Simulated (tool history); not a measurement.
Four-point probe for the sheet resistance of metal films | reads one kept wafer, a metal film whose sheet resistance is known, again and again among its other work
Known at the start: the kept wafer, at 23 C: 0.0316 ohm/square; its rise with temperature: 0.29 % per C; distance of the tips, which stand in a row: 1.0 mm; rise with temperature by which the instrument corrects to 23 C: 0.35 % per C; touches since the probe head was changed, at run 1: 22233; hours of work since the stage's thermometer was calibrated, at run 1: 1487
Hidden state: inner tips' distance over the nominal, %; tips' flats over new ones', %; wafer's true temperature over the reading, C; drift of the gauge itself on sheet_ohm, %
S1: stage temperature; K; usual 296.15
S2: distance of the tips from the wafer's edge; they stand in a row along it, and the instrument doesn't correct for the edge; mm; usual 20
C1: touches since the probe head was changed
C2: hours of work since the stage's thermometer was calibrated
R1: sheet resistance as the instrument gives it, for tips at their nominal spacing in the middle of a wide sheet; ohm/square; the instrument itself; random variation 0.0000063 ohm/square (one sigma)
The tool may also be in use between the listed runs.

Run 1, hour 0.0: usual settings; C1 22233; C2 1487. Result: R1 0.031736 ohm/square.
Run 2, hour 85.1: usual settings; C1 27349; C2 1552. Result: R1 0.031754 ohm/square.
Run 3, hour 216.2: usual settings; C1 35233; C2 1652. Result: R1 0.031756 ohm/square.
At hour 247.7: stage's thermometer calibrated.
Run 4, hour 280.4: usual settings; C1 39062; C2 25. Result: R1 0.031786 ohm/square.
Run 5, hour 368.5: usual settings but S2 9 mm; C1 44355; C2 92. Result: R1 0.031968 ohm/square.
At hour 470.3: stage's thermometer calibrated, once more.
Run 6, hour 476.1: usual settings but S2 9 mm; C1 50795; C2 4. Result: R1 0.031922 ohm/square.
Run 7, hour 534.5: usual settings but S2 9 mm; C1 54305; C2 49. Result: R1 0.031939 ohm/square.
Run 8, hour 663.7: usual settings but S2 9 mm; C1 62072; C2 147. Result: R1 0.031953 ohm/square.
Run 9, hour 735.1: usual settings but S2 9 mm; C1 66367; C2 201. Result: R1 0.031949 ohm/square.
Run 10, hour 791.6: usual settings; C1 69764; C2 244. Result: R1 0.031799 ohm/square.
Run 11, hour 888.8: usual settings but S1 298.15 K; C1 75607; C2 318. Result: R1 0.031773 ohm/square.
Run 12, hour 1016.4: usual settings but S1 298.15 K; C1 83280; C2 415. Result: R1 0.031795 ohm/square.
Run 13, hour 1125.9: usual settings; C1 89862; C2 498. Result: R1 0.031831 ohm/square.
Run 14, hour 1194.6: usual settings but S1 294.15 K, S2 17 mm; C1 93994; C2 550. Result: R1 0.031899 ohm/square.
Run 15, hour 1254.4: usual settings but S1 297.15 K, S2 10 mm; C1 97588; C2 595. Result: R1 0.031960 ohm/square.
Run 16, hour 1386.2: usual settings but S1 297.15 K, S2 10 mm; C1 105512; C2 695. Result: R1 0.031974 ohm/square.
Run 17, hour 1459.4: usual settings but S1 297.15 K, S2 10 mm; C1 109909; C2 751. Result: R1 0.031987 ohm/square.
Run 18, hour 1546.5: usual settings but S1 293.15 K, S2 47 mm; C1 115147; C2 817. Result: R1 0.031914 ohm/square.
Run 19, hour 1683.4: usual settings but S1 293.15 K, S2 47 mm; C1 123381; C2 921. Result: R1 0.031919 ohm/square.
Run 20, hour 1775.6: usual settings but S1 293.15 K, S2 47 mm; C1 128924; C2 991. Result: R1 0.031931 ohm/square.
Run 21, hour 1846.6: usual settings but S1 297.15 K, S2 24 mm; C1 133186; C2 1045. Result: R1 0.031890 ohm/square.
Run 22, hour 1926.8: usual settings but S1 297.15 K, S2 24 mm; C1 138012; C2 1106. Result: R1 0.031913 ohm/square.
Run 23, hour 2030.5: usual settings but S1 297.15 K, S2 24 mm; C1 144243; C2 1184. Result: R1 0.031917 ohm/square.
Run 24, hour 2163.8: usual settings but S1 297.15 K, S2 24 mm; C1 152259; C2 1286. Result: R1 0.031929 ohm/square.
Run 25, hour 2279.4: usual settings but S1 297.15 K, S2 24 mm; C1 159208; C2 1373. Result: R1 0.031929 ohm/square.
Run 26, hour 2413.1: usual settings but S1 307.15 K, S2 5 mm; C1 167246; C2 1475. Result: R1 0.032433 ohm/square.

3 ways to go on from here, each from the tool as it stands after run 26. What would each give?
Run A, hour 2532.4: usual settings but S1 294.15 K, S2 34 mm; C1 174417; C2 1565. Result: R1 ?.
Run B, hour 2532.4: usual settings but S1 299.15 K, S2 45 mm; C1 174417; C2 1565. Result: R1 ?.
Run C, hour 2532.4: usual settings but S1 301.15 K, S2 19 mm; C1 174417; C2 1565. Result: R1 ?.

run        R1
  A  0.032006
  B  0.031905
  C  0.031930
Without the tool's hidden state the same runs would have given:
run        R1
  A  0.031643
  B  0.031544
  C  0.031568
